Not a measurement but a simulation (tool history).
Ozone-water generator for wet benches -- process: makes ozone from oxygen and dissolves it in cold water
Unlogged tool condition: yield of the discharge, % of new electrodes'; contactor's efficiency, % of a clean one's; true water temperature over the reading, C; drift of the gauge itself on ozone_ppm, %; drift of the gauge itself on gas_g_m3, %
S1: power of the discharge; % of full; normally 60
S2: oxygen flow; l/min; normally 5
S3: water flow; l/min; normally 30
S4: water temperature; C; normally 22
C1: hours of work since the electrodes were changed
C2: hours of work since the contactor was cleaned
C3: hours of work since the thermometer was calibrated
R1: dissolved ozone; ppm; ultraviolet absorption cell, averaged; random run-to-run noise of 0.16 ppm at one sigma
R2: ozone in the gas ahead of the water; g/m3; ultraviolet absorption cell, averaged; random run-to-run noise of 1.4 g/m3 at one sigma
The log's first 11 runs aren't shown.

run     day  S1    S2  S3  S4    C1    C2    C3    R1     R2
 12   42.35  60     5  30  22  4115   289  3029  21.3  249.8
 13  47.529  60     5  30  22  4221   395  3136  21.2  249.9
 14  52.638  60     5  30  22  4326   500  3241  21.5  245.7
 15  55.888  60     5  30  22  4392   567  3307  21.3    247
 16  60.533  60     5  22  22  4488   662  3403    28  247.2
 17  66.083  54     5  43  27  4602   776  3516  13.5  233.6
 18  68.612  69     5  30  24  4653   828  3568  22.2  266.2
 19  73.738  69     5  30  24  4759   933  3674  22.4  267.8
 20  78.896  69  3.75  30  24  4864  1039  3779  20.9  296.1
 21  83.462  59  3.63  30  14  4958  1132  3873  20.9  276.5
 22  86.183  59  3.63  30  14  5014  1188  3929  20.7  279.9
 23    89.5  59  3.63  30  14  5082  1256  3997  20.9    280

What will run 24 give?
 24  93.246  74  3.63  19  25  5159  1333  4074   ?   ?

R1: 31.5 ppm
R2: 309.3 g/m3
The same run, on a tool lacking any hidden state, would have yielded R1 31.6 ppm, R2 314.7 g/m3.
